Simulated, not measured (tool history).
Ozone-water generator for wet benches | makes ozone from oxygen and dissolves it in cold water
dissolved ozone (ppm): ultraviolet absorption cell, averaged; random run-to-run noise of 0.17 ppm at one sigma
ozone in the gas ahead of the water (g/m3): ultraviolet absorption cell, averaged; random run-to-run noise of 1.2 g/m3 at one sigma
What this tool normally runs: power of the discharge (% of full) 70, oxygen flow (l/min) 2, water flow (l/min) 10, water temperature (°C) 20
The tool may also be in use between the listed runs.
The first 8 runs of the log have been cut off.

run,hour,power of the discharge (% of full),oxygen flow (l/min),water flow (l/min),water temperature (°C),hours of work since the electrodes were changed,hours of work since the contactor was cleaned,hours of work since the thermometer was calibrated,dissolved ozone (ppm),ozone in the gas ahead of the water (g/m3)
9,340.3,70,2,10,20,689,2663,655,21.8,223.6
10,401.5,70,2,10,20,728,2702,694,22.1,223.7
11,441.4,70,2,10,20,753,2727,719,21.8,222.8
12,484.2,70,2,10,20,780,2754,747,21.7,221.5
13,525.1,70,2,10,20,806,2780,773,21.7,221.3
14,564.8,70,2,10,20,832,2806,798,21.7,221.8
15,595.8,70,2,12,20,852,2825,818,18.9,224.5
16,657.9,70,2,7,20,891,2865,858,27.8,223.1
17,694.6,70,2,7,20,915,2888,881,27.6,221.4

What will run 18 give?
18,740.4,70,2,7,20,944,2918,910,?,?

dissolved ozone (ppm): 28
ozone in the gas ahead of the water (g/m3): 220.8
Were there no unlogged condition in the tool, this run, its random variation unchanged, would have produced dissolved ozone (ppm) 29.8, ozone in the gas ahead of the water (g/m3) 226.9.
